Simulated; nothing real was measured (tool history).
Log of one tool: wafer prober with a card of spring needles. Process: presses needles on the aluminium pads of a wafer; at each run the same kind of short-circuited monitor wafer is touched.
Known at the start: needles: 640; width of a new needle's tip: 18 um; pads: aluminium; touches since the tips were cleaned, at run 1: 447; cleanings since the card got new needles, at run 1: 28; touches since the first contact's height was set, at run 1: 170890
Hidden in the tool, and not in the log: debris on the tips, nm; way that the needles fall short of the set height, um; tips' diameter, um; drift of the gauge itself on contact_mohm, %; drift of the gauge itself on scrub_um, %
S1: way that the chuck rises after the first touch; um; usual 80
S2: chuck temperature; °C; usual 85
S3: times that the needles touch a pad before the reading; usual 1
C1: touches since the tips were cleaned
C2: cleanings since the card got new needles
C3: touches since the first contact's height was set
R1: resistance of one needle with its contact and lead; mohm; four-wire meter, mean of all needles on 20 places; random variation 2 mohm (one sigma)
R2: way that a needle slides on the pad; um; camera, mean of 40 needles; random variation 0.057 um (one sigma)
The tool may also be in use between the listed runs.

run 1 hour=0.0 | S1=80 S2=85 S3=1 | C1=447 C2=28 C3=170890 | R1=226 R2=13.16
-- hour=11.3 tips cleaned on abrasive film
run 2 hour=15.7 | S1=80 S2=85 S3=1 | C1=1921 C2=29 C3=177735 | R1=222 R2=13.20
-- hour=23.8 tips cleaned on abrasive film
run 3 hour=26.5 | S1=80 S2=85 S3=1 | C1=1204 C2=30 C3=182423 | R1=221 R2=13.17
-- hour=36.1 tips cleaned on abrasive film
run 4 hour=37.6 | S1=80 S2=85 S3=1 | C1=655 C2=31 C3=187225 | R1=224 R2=13.31
run 5 hour=47.4 | S1=80 S2=85 S3=2 | C1=4984 C2=31 C3=191554 | R1=221 R2=13.24
-- hour=49.1 tips cleaned on abrasive film
-- hour=60.7 tips cleaned on abrasive film
run 6 hour=60.7 | S1=80 S2=85 S3=2 | C1=0 C2=33 C3=197279 | R1=222 R2=13.21
-- hour=72.3 tips cleaned on abrasive film
run 7 hour=72.7 | S1=80 S2=85 S3=2 | C1=170 C2=34 C3=202491 | R1=224 R2=13.21
-- hour=84.8 tips cleaned on abrasive film
run 8 hour=88.7 | S1=80 S2=25 S3=1 | C1=1687 C2=35 C3=209471 | R1=207 R2=13.20
-- hour=94.1 height of the first contact set anew
-- hour=96.9 tips cleaned on abrasive film
run 9 hour=97.4 | S1=80 S2=25 S3=1 | C1=223 C2=36 C3=1409 | R1=206 R2=13.26
-- hour=109.0 tips cleaned on abrasive film
run 10 hour=112.1 | S1=80 S2=25 S3=1 | C1=1335 C2=37 C3=7816 | R1=206 R2=13.16
-- hour=122.1 tips cleaned on abrasive film
run 11 hour=124.1 | S1=80 S2=25 S3=1 | C1=880 C2=38 C3=13023 | R1=208 R2=13.35
-- hour=134.9 tips cleaned on abrasive film
run 12 hour=139.9 | S1=80 S2=25 S3=1 | C1=2190 C2=39 C3=19910 | R1=209 R2=13.35
-- hour=147.1 tips cleaned on abrasive film
run 13 hour=158.0 | S1=80 S2=25 S3=1 | C1=4802 C2=40 C3=27825 | R1=210 R2=13.38
-- hour=159.3 tips cleaned on abrasive film
run 14 hour=166.6 | S1=80 S2=25 S3=1 | C1=3190 C2=41 C3=31554 | R1=210 R2=13.37
-- hour=172.1 tips cleaned on abrasive film
run 15 hour=181.1 | S1=80 S2=85 S3=1 | C1=3941 C2=42 C3=37859 | R1=223 R2=13.23
-- hour=184.7 tips cleaned on abrasive film
run 16 hour=192.4 | S1=80 S2=85 S3=1 | C1=3358 C2=43 C3=42756 | R1=224 R2=13.29
-- hour=197.3 tips cleaned on abrasive film
-- hour=208.9 tips cleaned on abrasive film
run 17 hour=209.4 | S1=65 S2=85 S3=2 | C1=222 C2=45 C3=50163 | R1=229 R2=10.86
run 18 hour=219.2 | S1=65 S2=85 S3=2 | C1=4496 C2=45 C3=54437 | R1=228 R2=10.81
-- hour=220.6 tips cleaned on abrasive film
-- hour=233.7 tips cleaned on abrasive film
run 19 hour=235.5 | S1=65 S2=85 S3=2 | C1=771 C2=47 C3=61497 | R1=225 R2=10.83
-- hour=245.5 tips cleaned on abrasive film
run 20 hour=253.7 | S1=81 S2=87 S3=2 | C1=3584 C2=48 C3=69437 | R1=224 R2=13.55
-- hour=258.7 tips cleaned on abrasive film
run 21 hour=268.1 | S1=80 S2=57 S3=3 | C1=4093 C2=49 C3=75688 | R1=215 R2=13.34
-- hour=270.7 tips cleaned on abrasive film
-- hour=283.2 tips cleaned on abrasive film
run 22 hour=284.8 | S1=80 S2=113 S3=2 | C1=703 C2=51 C3=82964 | R1=231 R2=13.38
-- hour=295.9 tips cleaned on abrasive film
run 23 hour=302.0 | S1=87 S2=59 S3=1 | C1=2677 C2=52 C3=90450 | R1=215 R2=14.60
-- hour=308.3 tips cleaned on abrasive film
run 24 hour=310.4 | S1=92 S2=42 S3=2 | C1=946 C2=53 C3=94101 | R1=214 R2=15.28
-- hour=320.8 tips cleaned on abrasive film
run 25 hour=327.4 | S1=65 S2=118 S3=1 | C1=2875 C2=54 C3=101491 | R1=237 R2=10.91
-- hour=332.6 tips cleaned on abrasive film
-- hour=344.8 tips cleaned on abrasive film
run 26 hour=346.8 | S1=65 S2=118 S3=1 | C1=860 C2=56 C3=109898 | R1=237 R2=10.84
-- hour=357.6 tips cleaned on abrasive film
run 27 hour=365.3 | S1=65 S2=118 S3=1 | C1=3374 C2=57 C3=117995 | R1=237 R2=10.88
-- hour=370.1 tips cleaned on abrasive film
run 28 hour=376.7 | S1=93 S2=64 S3=2 | C1=2925 C2=58 C3=122949 | R1=213 R2=15.55
-- hour=381.7 tips cleaned on abrasive film
-- hour=394.0 tips cleaned on abrasive film
run 29 hour=394.0 | S1=67 S2=26 S3=2 | C1=0 C2=60 C3=130455 | R1=211 R2=11.28
-- hour=405.7 tips cleaned on abrasive film
run 30 hour=405.7 | S1=80 S2=85 S3=2 | C1=0 C2=61 C3=135544 | R1=222 R2=13.44
-- hour=417.7 tips cleaned on abrasive film
run 31 hour=421.7 | S1=65 S2=54 S3=2 | C1=1725 C2=62 C3=142486 | R1=221 R2=10.97
-- hour=429.4 tips cleaned on abrasive film
run 32 hour=438.0 | S1=87 S2=108 S3=2 | C1=3779 C2=63 C3=149611 | R1=226 R2=14.64

Hidden state at the last listed run before each entry between runs and at the first one after, where it differs:
Between runs 1 and 2: tips cleaned on abrasive film (hour 11.3)
  debris on the tips, nm: 0.4 -> 1.1; way that the needles fall short of the set height, um: 0.06 -> 0.07; drift of the gauge itself on scrub_um, %: 0 -> 0.08
  measured less the result without the state, R2: -0.01 -> +0.00 um
Between runs 2 and 3: tips cleaned on abrasive film (hour 23.8)
  debris on the tips, nm: 1.1 -> 0.8; drift of the gauge itself on scrub_um, %: 0.08 -> 0.13
  measured less the result without the state, R2: +0.00 -> +0.00 um
Between runs 3 and 4: tips cleaned on abrasive film (hour 36.1)
  debris on the tips, nm: 0.8 -> 0.5; drift of the gauge itself on scrub_um, %: 0.13 -> 0.18
  measured less the result without the state, R2: +0.00 -> +0.01 um
Between runs 5 and 6: tips cleaned on abrasive film (hour 49.1); tips cleaned on abrasive film (hour 60.7)
  debris on the tips, nm: 1.9 -> 0.2; tips' diameter, um: 18.02 -> 18.03; drift of the gauge itself on scrub_um, %: 0.23 -> 0.3
  measured less the result without the state, R2: +0.02 -> +0.03 um
Between runs 6 and 7: tips cleaned on abrasive film (hour 72.3)
  way that the needles fall short of the set height, um: 0.07 -> 0.08; drift of the gauge itself on scrub_um, %: 0.3 -> 0.35
  measured less the result without the state, R2: +0.03 -> +0.03 um
Between runs 7 and 8: tips cleaned on abrasive film (hour 84.8)
  debris on the tips, nm: 0.2 -> 0.9; drift of the gauge itself on scrub_um, %: 0.35 -> 0.43
  measured less the result without the state, R2: +0.03 -> +0.04 um
Between runs 8 and 9: height of the first contact set anew (hour 94.1); tips cleaned on abrasive film (hour 96.9)
  debris on the tips, nm: 0.9 -> 0.3; way that the needles fall short of the set height, um: 0.08 -> 0; drift of the gauge itself on scrub_um, %: 0.43 -> 0.47
  measured less the result without the state, R2: +0.04 -> +0.06 um
Between runs 9 and 10: tips cleaned on abrasive film (hour 109.0)
  debris on the tips, nm: 0.3 -> 0.9; way that the needles fall short of the set height, um: 0 -> 0.01; drift of the gauge itself on scrub_um, %: 0.47 -> 0.55
  measured less the result without the state, R2: +0.06 -> +0.07 um
Between runs 10 and 11: tips cleaned on abrasive film (hour 122.1)
  debris on the tips, nm: 0.9 -> 0.7; drift of the gauge itself on scrub_um, %: 0.55 -> 0.6
  measured less the result without the state, R2: +0.07 -> +0.08 um
Between runs 11 and 12: tips cleaned on abrasive film (hour 134.9)
  debris on the tips, nm: 0.7 -> 1.1; drift of the gauge itself on scrub_um, %: 0.6 -> 0.68
  measured less the result without the state, R2: +0.08 -> +0.09 um
Between runs 12 and 13: tips cleaned on abrasive film (hour 147.1)
  debris on the tips, nm: 1.1 -> 1.9; drift of the gauge itself on scrub_um, %: 0.68 -> 0.77
  measured less the result without the state, R2: +0.09 -> +0.10 um
Between runs 13 and 14: tips cleaned on abrasive film (hour 159.3)
  debris on the tips, nm: 1.9 -> 1.5; drift of the gauge itself on scrub_um, %: 0.77 -> 0.81
  measured less the result without the state, R2: +0.10 -> +0.11 um
Between runs 14 and 15: tips cleaned on abrasive film (hour 172.1)
  debris on the tips, nm: 1.5 -> 1.7; way that the needles fall short of the set height, um: 0.01 -> 0.02; drift of the gauge itself on scrub_um, %: 0.81 -> 0.88
  measured less the result without the state, R2: +0.11 -> +0.11 um
Between runs 15 and 16: tips cleaned on abrasive film (hour 184.7)
  debris on the tips, nm: 1.7 -> 1.6; drift of the gauge itself on scrub_um, %: 0.88 -> 0.94
  measured less the result without the state, R2: +0.11 -> +0.12 um
Between runs 16 and 17: tips cleaned on abrasive film (hour 197.3); tips cleaned on abrasive film (hour 208.9)
  debris on the tips, nm: 1.6 -> 0.3; tips' diameter, um: 18.03 -> 18.04; drift of the gauge itself on scrub_um, %: 0.94 -> 1.02
  measured less the result without the state, R2: +0.12 -> +0.10 um
Between runs 18 and 19: tips cleaned on abrasive film (hour 220.6); tips cleaned on abrasive film (hour 233.7)
  debris on the tips, nm: 1.8 -> 0.5; way that the needles fall short of the set height, um: 0.02 -> 0.03; drift of the gauge itself on scrub_um, %: 1.07 -> 1.15
  measured less the result without the state, R2: +0.11 -> +0.11 um
Between runs 19 and 20: tips cleaned on abrasive film (hour 245.5)
  debris on the tips, nm: 0.5 -> 1.6; drift of the gauge itself on scrub_um, %: 1.15 -> 1.24
  measured less the result without the state, R2: +0.11 -> +0.16 um
Between runs 20 and 21: tips cleaned on abrasive film (hour 258.7)
  debris on the tips, nm: 1.6 -> 1.7; drift of the gauge itself on scrub_um, %: 1.24 -> 1.31
  measured less the result without the state, R2: +0.16 -> +0.16 um
Between runs 21 and 22: tips cleaned on abrasive film (hour 270.7); tips cleaned on abrasive film (hour 283.2)
  debris on the tips, nm: 1.7 -> 0.6; way that the needles fall short of the set height, um: 0.03 -> 0.04; drift of the gauge itself on scrub_um, %: 1.31 -> 1.39
  measured less the result without the state, R2: +0.16 -> +0.18 um
Between runs 22 and 23: tips cleaned on abrasive film (hour 295.9)
  debris on the tips, nm: 0.6 -> 1.4; drift of the gauge itself on scrub_um, %: 1.39 -> 1.47
  measured less the result without the state, R2: +0.18 -> +0.20 um
Between runs 23 and 24: tips cleaned on abrasive film (hour 308.3)
  debris on the tips, nm: 1.4 -> 0.8; drift of the gauge itself on scrub_um, %: 1.47 -> 1.51
  measured less the result without the state, R2: +0.20 -> +0.22 um
Between runs 24 and 25: tips cleaned on abrasive film (hour 320.8)
  debris on the tips, nm: 0.8 -> 1.4; drift of the gauge itself on scrub_um, %: 1.51 -> 1.6
  measured less the result without the state, R2: +0.22 -> +0.17 um
Between runs 25 and 26: tips cleaned on abrasive film (hour 332.6); tips cleaned on abrasive film (hour 344.8)
  debris on the tips, nm: 1.4 -> 0.7; way that the needles fall short of the set height, um: 0.04 -> 0.05; drift of the gauge itself on scrub_um, %: 1.6 -> 1.69
  measured less the result without the state, R2: +0.17 -> +0.17 um
Between runs 26 and 27: tips cleaned on abrasive film (hour 357.6)
  debris on the tips, nm: 0.7 -> 1.5; tips' diameter, um: 18.04 -> 18.05; drift of the gauge itself on scrub_um, %: 1.69 -> 1.78
  measured less the result without the state, R2: +0.17 -> +0.18 um
Between runs 27 and 28: tips cleaned on abrasive film (hour 370.1)
  drift of the gauge itself on scrub_um, %: 1.78 -> 1.84
  measured less the result without the state, R2: +0.18 -> +0.27 um
Between runs 28 and 29: tips cleaned on abrasive film (hour 381.7); tips cleaned on abrasive film (hour 394.0)
  debris on the tips, nm: 1.5 -> 0.1; way that the needles fall short of the set height, um: 0.05 -> 0.06; drift of the gauge itself on scrub_um, %: 1.84 -> 1.92
  measured less the result without the state, R2: +0.27 -> +0.21 um
Between runs 29 and 30: tips cleaned on abrasive film (hour 405.7)
  debris on the tips, nm: 0.1 -> 0.2; drift of the gauge itself on scrub_um, %: 1.92 -> 1.98
  measured less the result without the state, R2: +0.21 -> +0.25 um
Between runs 30 and 31: tips cleaned on abrasive film (hour 417.7)
  debris on the tips, nm: 0.2 -> 1; drift of the gauge itself on scrub_um, %: 1.98 -> 2.06
  measured less the result without the state, R2: +0.25 -> +0.21 um
Between runs 31 and 32: tips cleaned on abrasive film (hour 429.4)
  debris on the tips, nm: 1 -> 1.6; way that the needles fall short of the set height, um: 0.06 -> 0.07; drift of the gauge itself on scrub_um, %: 2.06 -> 2.14
  measured less the result without the state, R2: +0.21 -> +0.30 um
